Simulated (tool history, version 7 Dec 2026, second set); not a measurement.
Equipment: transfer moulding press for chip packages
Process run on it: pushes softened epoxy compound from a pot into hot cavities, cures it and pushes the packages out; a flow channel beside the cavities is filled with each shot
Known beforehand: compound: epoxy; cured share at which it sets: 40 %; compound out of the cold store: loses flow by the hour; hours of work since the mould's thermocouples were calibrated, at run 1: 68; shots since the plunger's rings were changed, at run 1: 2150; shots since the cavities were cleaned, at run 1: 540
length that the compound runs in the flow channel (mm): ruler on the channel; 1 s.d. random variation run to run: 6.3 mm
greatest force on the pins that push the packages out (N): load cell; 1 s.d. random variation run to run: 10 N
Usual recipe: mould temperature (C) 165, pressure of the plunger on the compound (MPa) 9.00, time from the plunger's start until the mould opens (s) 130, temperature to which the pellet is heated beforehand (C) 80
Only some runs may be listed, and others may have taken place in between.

run	day	mould temperature (C)	pressure of the plunger on the compound (MPa)	time from the plunger's start until the mould opens (s)	temperature to which the pellet is heated beforehand (C)	hours of work since the mould's thermocouples were calibrated	shots since the plunger's rings were changed	shots since the cavities were cleaned	incoming compound's hours out of the cold store	length that the compound runs in the flow channel (mm)	greatest force on the pins that push the packages out (N)
1	0.000	165	9.00	130	80	68	2150	540	9.9	712	1034
2	0.462	165	9.00	130	80	74	2232	622	26.3	676	1004
3	1.083	165	9.00	120	80	81	2343	733	45.5	628	1088
# day 1.325: cavities cleaned with cleaning compound and waxed
4	1.796	165	9.00	145	80	89	2460	85	43.1	632	587
5	2.192	165	9.00	145	80	94	2531	156	24.6	666	663
6	2.554	165	9.00	130	80	98	2595	220	9.1	710	800
7	3.117	165	9.00	130	80	105	2696	321	45.5	625	846
8	3.796	165	9.00	130	72	114	2817	442	38.5	636	944
9	4.358	165	9.00	135	80	120	2917	542	15.2	694	982
10	4.846	165	9.00	135	80	126	3005	630	16.4	694	1012
11	5.217	165	9.00	124	80	131	3071	696	37.6	637	1048
# day 5.688: cavities cleaned with cleaning compound and waxed
12	5.800	165	9.00	127	80	137	3164	20	38.6	635	542
13	6.229	165	9.00	127	80	143	3241	97	39.6	643	687
14	6.583	165	9.00	161	79	147	3304	160	32.5	644	685
15	7.092	163	9.00	161	73	153	3395	251	40.9	638	788
16	7.629	167	7.93	161	87	160	3491	347	30.2	608	828
17	7.908	165	9.74	122	80	163	3541	397	25.2	690	961
18	8.333	159	9.74	117	75	168	3617	473	44.1	667	1529
19	8.621	172	7.04	130	90	172	3668	524	45.5	515	930
20	8.938	172	7.04	130	90	176	3725	581	13.2	589	951
21	9.612	171	10.45	130	85	184	3846	702	40.0	641	957
# day 10.025: cavities cleaned with cleaning compound and waxed
22	10.217	171	10.45	130	85	190	3943	35	45.9	630	509
23	10.754	171	7.73	130	85	197	4039	131	46.8	534	640
24	11.212	171	7.73	130	85	203	4120	212	15.4	604	738
25	11.654	171	7.73	130	85	208	4200	292	35.5	565	769
26	12.104	171	7.73	130	85	213	4280	372	8.0	627	814

Here are 5 independent what-if runs from the current tool condition. What would each one return?
A	12.679	171	7.75	115	85	221	4383	475	8.4	?	?
B	12.679	165	9.72	130	88	221	4383	475	10.6	?	?
C	12.679	165	8.17	130	80	221	4383	475	18.1	?	?
D	12.679	165	9.64	130	80	221	4383	475	38.7	?	?
E	12.679	171	7.60	164	80	221	4383	475	40.0	?	?

run	length that the compound runs in the flow channel (mm)	greatest force on the pins that push the packages out (N)
A	638	928
B	722	984
C	637	970
D	641	975
E	553	901
Take away the tool's hidden state, keep each run's random variation, and the runs would have read:
run	length that the compound runs in the flow channel (mm)	greatest force on the pins that push the packages out (N)
A	686	461
B	777	487
C	685	476
D	690	482
E	595	451

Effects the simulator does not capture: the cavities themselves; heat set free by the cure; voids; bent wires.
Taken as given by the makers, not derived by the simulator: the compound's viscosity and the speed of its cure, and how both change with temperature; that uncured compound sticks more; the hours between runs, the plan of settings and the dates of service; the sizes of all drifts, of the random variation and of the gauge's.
